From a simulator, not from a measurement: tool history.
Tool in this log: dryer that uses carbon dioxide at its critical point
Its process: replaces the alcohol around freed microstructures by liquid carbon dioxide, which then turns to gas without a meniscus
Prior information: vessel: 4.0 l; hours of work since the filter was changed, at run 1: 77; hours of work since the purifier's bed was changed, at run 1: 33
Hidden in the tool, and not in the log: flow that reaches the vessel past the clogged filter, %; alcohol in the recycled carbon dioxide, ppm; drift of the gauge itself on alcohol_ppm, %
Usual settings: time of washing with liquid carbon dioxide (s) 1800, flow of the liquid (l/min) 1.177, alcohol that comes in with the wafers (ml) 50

| run | day | time of washing with liquid carbon dioxide (s) | flow of the liquid (l/min) | alcohol that comes in with the wafers (ml) | hours of work since the filter was changed | hours of work since the purifier's bed was changed | alcohol left in the vessel before it's heated (ppm by volume) |
|---|---|---|---|---|---|---|---|
| 1 | 0.000 | 1800 | 1.177 | 50 | 77 | 33 | 22 |
| 2 | 0.267 | 1800 | 1.177 | 50 | 81 | 37 | 24 |
| 3 | 0.496 | 1800 | 1.177 | 82 | 84 | 40 | 40 |
| 4 | 0.779 | 1800 | 1.177 | 82 | 88 | 44 | 34 |
| 5 | 1.000 | 1800 | 1.177 | 82 | 91 | 47 | 53 |
| 6 | 1.267 | 1800 | 1.177 | 82 | 94 | 50 | 38 |
| 7 | 1.767 | 1800 | 1.177 | 82 | 101 | 57 | 41 |
| 8 | 2.154 | 1800 | 1.177 | 82 | 106 | 62 | 41 |
| 9 | 2.521 | 1800 | 1.177 | 82 | 111 | 67 | 55 |
| 10 | 2.921 | 1800 | 1.177 | 41 | 116 | 72 | 42 |
| 11 | 3.225 | 1800 | 1.177 | 41 | 120 | 76 | 34 |
| 12 | 3.471 | 2460 | 1.177 | 50 | 123 | 79 | 27 |
| 13 | 3.746 | 2460 | 1.177 | 114 | 127 | 83 | 22 |
| 14 | 4.175 | 1380 | 0.880 | 34 | 133 | 89 | 199 |
| 15 | 4.408 | 1260 | 0.850 | 42 | 136 | 92 | 396 |
| 16 | 4.733 | 1260 | 0.850 | 42 | 140 | 96 | 399 |
| 17 | 4.958 | 1560 | 1.280 | 29 | 143 | 99 | 41 |
| 18 | 5.288 | 1560 | 1.280 | 29 | 147 | 103 | 41 |
| 19 | 5.617 | 1560 | 1.280 | 80 | 152 | 108 | 71 |
| 20 | 5.871 | 1320 | 1.280 | 112 | 155 | 111 | 184 |
| 21 | 6.217 | 1320 | 1.280 | 112 | 160 | 116 | 206 |
| 22 | 6.446 | 1500 | 0.840 | 62 | 163 | 119 | 343 |
| 23 | 6.758 | 2700 | 0.830 | 118 | 167 | 123 | 80 |
| 24 | 7.217 | 2700 | 1.730 | 29 | 173 | 129 | 41 |
| 25 | 7.704 | 1140 | 1.820 | 56 | 179 | 135 | 65 |

Branching from run 25: 4 alternative next runs. What would each branch give?
| A | 7.992 | 1620 | 1.820 | 28 | 183 | 139 | ? |
| B | 7.992 | 1800 | 1.650 | 30 | 183 | 139 | ? |
| C | 7.992 | 1140 | 1.250 | 56 | 183 | 139 | ? |
| D | 7.992 | 1080 | 1.790 | 86 | 183 | 139 | ? |

| run | alcohol left in the vessel before it's heated (ppm by volume) |
|---|---|
| A | 32 |
| B | 41 |
| C | 230 |
| D | 107 |
Stripped of hidden state, with their random variation kept, the same runs would have yielded:
| run | alcohol left in the vessel before it's heated (ppm by volume) |
|---|---|
| A | 0 |
| B | 5 |
| C | 129 |
| D | 41 |
